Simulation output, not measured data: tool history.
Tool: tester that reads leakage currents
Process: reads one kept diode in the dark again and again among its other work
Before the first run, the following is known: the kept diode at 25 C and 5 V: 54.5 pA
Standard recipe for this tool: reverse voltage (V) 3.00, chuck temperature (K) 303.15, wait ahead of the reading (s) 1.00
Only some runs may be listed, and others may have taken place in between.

| run | hour | reverse voltage (V) | chuck temperature (K) | wait ahead of the reading (s) | current that the tester gives (pA) |
|---|---|---|---|---|---|
| 1 | 0.0 | 3.00 | 303.15 | 1.00 | 69.52 |
| 2 | 159.3 | 3.00 | 303.15 | 1.00 | 70.61 |
| 3 | 306.7 | 3.00 | 303.15 | 9.62 | 70.87 |
| 4 | 407.7 | 3.00 | 303.15 | 9.62 | 71.10 |
| 5 | 544.0 | 17.11 | 303.15 | 1.00 | 148.04 |
| 6 | 667.3 | 17.11 | 303.15 | 1.00 | 148.70 |
| 7 | 750.2 | 3.00 | 303.15 | 1.00 | 73.88 |
| 8 | 870.3 | 3.00 | 303.15 | 1.00 | 74.73 |
| 9 | 977.4 | 3.00 | 303.15 | 1.00 | 75.81 |
| 10 | 1062.8 | 3.00 | 303.15 | 1.00 | 76.23 |
| 11 | 1229.8 | 3.00 | 303.15 | 1.00 | 77.62 |
| 12 | 1357.4 | 3.00 | 303.15 | 1.00 | 78.11 |
| 13 | 1467.9 | 3.00 | 303.15 | 1.00 | 78.26 |
| 14 | 1620.3 | 3.00 | 303.15 | 1.00 | 79.42 |
| 15 | 1729.1 | 5.47 | 296.15 | 1.00 | 61.50 |
| 16 | 1819.3 | 5.47 | 296.15 | 1.00 | 61.75 |
|  | 1855.8 | tester calibrated |
| 17 | 1929.0 | 5.47 | 296.15 | 1.00 | 64.70 |
|  | 2076.9 | chuck's temperature calibrated |
| 18 | 2111.9 | 5.47 | 296.15 | 1.00 | 56.51 |
| 19 | 2268.7 | 5.47 | 296.15 | 1.00 | 57.62 |
| 20 | 2430.0 | 5.47 | 296.15 | 1.00 | 58.44 |
| 21 | 2577.3 | 5.28 | 324.15 | 3.25 | 421.76 |
| 22 | 2676.9 | 1.50 | 314.15 | 2.90 | 131.62 |
| 23 | 2777.5 | 16.12 | 314.15 | 0.70 | 337.83 |
|  | 2887.1 | probe card cleaned and baked |
| 24 | 2912.6 | 16.12 | 314.15 | 0.70 | 314.99 |
| 25 | 2985.9 | 16.12 | 314.15 | 0.70 | 317.60 |
| 26 | 3126.6 | 10.36 | 321.15 | 0.48 | 447.20 |
| 27 | 3278.9 | 3.78 | 321.15 | 0.48 | 312.72 |
| 28 | 3381.3 | 7.92 | 302.15 | 1.13 | 103.19 |

Forecast each of these 5 alternatives for the next run:
| A | 3468.4 | 7.92 | 303.15 | 2.20 | ? |
| B | 3468.4 | 7.92 | 330.15 | 1.13 | ? |
| C | 3468.4 | 6.09 | 322.15 | 0.51 | ? |
| D | 3468.4 | 2.49 | 297.15 | 0.65 | ? |
| E | 3468.4 | 8.02 | 312.15 | 1.19 | ? |

| run | current that the tester gives (pA) |
|---|---|
| A | 110.63 |
| B | 765.85 |
| C | 409.45 |
| D | 45.84 |
| E | 220.46 |
The same runs, with their run-to-run variation unchanged, on a tool lacking any hidden condition would have given:
| run | current that the tester gives (pA) |
|---|---|
| A | 97.03 |
| B | 693.79 |
| C | 368.85 |
| D | 40.24 |
| E | 196.27 |
